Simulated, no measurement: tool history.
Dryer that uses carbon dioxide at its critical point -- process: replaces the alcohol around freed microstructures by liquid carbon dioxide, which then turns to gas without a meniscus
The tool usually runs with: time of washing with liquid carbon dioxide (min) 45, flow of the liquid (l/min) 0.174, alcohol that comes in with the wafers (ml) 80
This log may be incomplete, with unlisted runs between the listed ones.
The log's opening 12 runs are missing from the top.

run	hour	time of washing with liquid carbon dioxide (min)	flow of the liquid (l/min)	alcohol that comes in with the wafers (ml)	alcohol left in the vessel before it's heated (ppm by volume)
13	171.8	45	0.174	23	94
14	185.3	45	0.174	23	103
15	194.4	45	0.206	80	111
16	202.9	45	0.295	48	35
17	219.5	49	0.251	54	40
18	232.3	49	0.251	54	51
19	250.1	49	0.251	54	34
20	263.6	54	0.251	38	40
21	276.7	53	0.269	62	47
22	294.4	59	0.175	28	48
# hour 314.7: inlet filter changed
23	315	59	0.175	28	49
24	328.2	67	0.123	80	154
25	341.7	54	0.262	30	40
26	352.3	54	0.262	30	41
27	365.1	45	0.144	80	518
28	379.9	59	0.166	93	81
29	395.2	37	0.174	28	221
30	413	27	0.155	66	2531

Below are 4 alternative next runs, each starting from the tool's condition after run 30. Predict each:
A	423.4	34	0.293	66	?
B	423.4	45	0.174	39	?
C	423.4	48	0.155	83	?
D	423.4	53	0.174	66	?

run	alcohol left in the vessel before it's heated (ppm by volume)
A	82
B	133
C	279
D	100
Had the tool no hidden state, the same runs would have come out as:
run	alcohol left in the vessel before it's heated (ppm by volume)
A	38
B	86
C	221
D	54
